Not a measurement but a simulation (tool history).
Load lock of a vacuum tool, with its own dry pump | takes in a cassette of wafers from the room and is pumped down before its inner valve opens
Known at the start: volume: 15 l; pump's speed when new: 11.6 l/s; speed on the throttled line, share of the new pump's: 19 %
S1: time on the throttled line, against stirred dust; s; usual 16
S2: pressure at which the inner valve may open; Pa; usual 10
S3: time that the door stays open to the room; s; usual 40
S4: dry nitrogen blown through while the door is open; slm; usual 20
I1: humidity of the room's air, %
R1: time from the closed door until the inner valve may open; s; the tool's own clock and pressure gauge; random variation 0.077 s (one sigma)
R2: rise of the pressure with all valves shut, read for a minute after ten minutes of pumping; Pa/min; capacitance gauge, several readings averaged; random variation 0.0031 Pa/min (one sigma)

run,hour,S1,S2,S3,S4,I1,R1,R2
1,0,16,10,40,20,46.3,25.41,0.058
2,90.6,16,10,40,20,45.3,25.5,0.063
3,150.9,16,10,40,20,44.6,25.41,0.062
4,234.3,16,10,40,20,45.7,25.53,0.065
5,316.4,16,10,40,20,43.8,25.45,0.065
6,413,16,10,40,22,45.9,25.58,0.063
7,461.3,21,10,40,22,41.3,29.4,0.06
8,571.6,16,16,40,20,47.7,24.87,0.073
9,683.2,16,16,40,20,47.5,24.89,0.073
10,733.3,16,16,40,20,42.3,24.97,0.061
11,786.7,16,16,40,20,46.4,24.71,0.071
12,892.1,16,16,40,20,44.1,24.79,0.074
13,1004.8,14,10,40,20,44.6,23.91,0.064
14,1078.5,14,10,40,20,43.9,23.79,0.067
15,1128,14,10,40,20,43.1,23.9,0.069
16,1231.2,14,10,40,20,41.2,24,0.07
17,1323.6,27,10,40,16,45.9,34.3,0.075
18,1419.8,26,10,139,16,44.8,33.63,0.16
19,1534.7,26,10,213,16,47.5,33.59,0.225
20,1594.9,16,9,102,20,43.7,25.87,0.12
21,1649.2,16,13,95,20,44.9,25.35,0.119
22,1736.7,16,8,52,20,46.1,25.95,0.098
23,1837,20,10,66,20,47.4,28.84,0.107

The next listed run, before its measurement:
24,1954,16,10,40,5,41.1,?,?

Run 24 gave R1 25.72 s, R2 0.095 Pa/min.
Without the tool's hidden state the same run would have given R1 24.91 s, R2 0.074 Pa/min.

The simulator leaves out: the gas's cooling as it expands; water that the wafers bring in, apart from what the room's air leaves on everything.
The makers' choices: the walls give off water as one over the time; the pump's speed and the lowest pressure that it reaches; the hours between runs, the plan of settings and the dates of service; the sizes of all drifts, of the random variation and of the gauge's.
